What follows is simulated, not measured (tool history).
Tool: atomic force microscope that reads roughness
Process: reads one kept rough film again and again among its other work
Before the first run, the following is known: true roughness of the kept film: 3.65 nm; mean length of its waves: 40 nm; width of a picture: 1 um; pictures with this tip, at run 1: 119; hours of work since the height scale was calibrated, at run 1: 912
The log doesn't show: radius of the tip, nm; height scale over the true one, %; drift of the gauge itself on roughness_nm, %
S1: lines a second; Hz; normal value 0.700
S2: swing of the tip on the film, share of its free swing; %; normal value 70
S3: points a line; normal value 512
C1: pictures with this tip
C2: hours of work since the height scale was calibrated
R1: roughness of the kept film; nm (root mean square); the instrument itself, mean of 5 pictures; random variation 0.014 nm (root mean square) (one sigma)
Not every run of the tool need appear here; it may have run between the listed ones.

run 1 day=0.000 | S1=0.700 S2=70 S3=512 | C1=119 C2=912 | R1=2.932
-- day=0.192 new tip fitted
run 2 day=1.154 | S1=0.700 S2=70 S3=512 | C1=29 C2=933 | R1=3.142
run 3 day=1.875 | S1=0.700 S2=70 S3=512 | C1=51 C2=947 | R1=3.062
run 4 day=3.196 | S1=0.700 S2=70 S3=512 | C1=91 C2=971 | R1=2.976
run 5 day=3.817 | S1=0.700 S2=70 S3=512 | C1=110 C2=982 | R1=2.965
-- day=4.242 new tip fitted
run 6 day=4.904 | S1=0.700 S2=70 S3=512 | C1=20 C2=1002 | R1=3.134
run 7 day=5.521 | S1=0.700 S2=70 S3=512 | C1=38 C2=1014 | R1=3.105
-- day=6.088 height scale calibrated on a step standard
run 8 day=6.229 | S1=0.700 S2=70 S3=512 | C1=59 C2=3 | R1=3.117
run 9 day=7.571 | S1=0.700 S2=70 S3=512 | C1=99 C2=28 | R1=3.026
-- day=8.379 new tip fitted
run 10 day=9.000 | S1=0.700 S2=70 S3=512 | C1=19 C2=54 | R1=3.208
run 11 day=9.721 | S1=1.798 S2=70 S3=512 | C1=41 C2=67 | R1=2.949
run 12 day=11.154 | S1=0.530 S2=58 S3=605 | C1=84 C2=94 | R1=3.144
run 13 day=12.075 | S1=2.510 S2=80 S3=447 | C1=112 C2=111 | R1=2.451
-- day=12.471 new tip fitted
run 14 day=12.904 | S1=0.941 S2=89 S3=441 | C1=13 C2=126 | R1=2.900
run 15 day=13.883 | S1=0.941 S2=89 S3=441 | C1=43 C2=144 | R1=2.836
run 16 day=15.267 | S1=0.700 S2=69 S3=710 | C1=85 C2=169 | R1=3.044
run 17 day=15.862 | S1=0.623 S2=78 S3=369 | C1=103 C2=180 | R1=2.955
-- day=16.504 new tip fitted
run 18 day=16.721 | S1=2.903 S2=80 S3=478 | C1=6 C2=196 | R1=2.540
run 19 day=17.492 | S1=2.903 S2=80 S3=478 | C1=30 C2=210 | R1=2.526
run 20 day=18.346 | S1=1.028 S2=64 S3=353 | C1=55 C2=226 | R1=3.128
run 21 day=19.712 | S1=0.700 S2=59 S3=512 | C1=97 C2=251 | R1=3.074
-- day=20.621 new tip fitted
run 22 day=20.875 | S1=0.700 S2=59 S3=512 | C1=7 C2=272 | R1=3.283

Consider 3 possible next runs. They are alternatives, not a sequence: every one starts from the tool as it was left by run 22. What does each give?
run A day=21.812 | S1=0.572 S2=56 S3=278 | C1=36 C2=290 | R1=?
run B day=21.812 | S1=1.778 S2=69 S3=512 | C1=36 C2=290 | R1=?
run C day=21.812 | S1=1.847 S2=66 S3=357 | C1=36 C2=290 | R1=?

run=A R1=3.227
run=B R1=2.994
run=C R1=3.006
The same runs, with their run-to-run variation unchanged, on a tool lacking any hidden condition would have given:
run=A R1=3.361
run=B R1=3.118
run=C R1=3.131
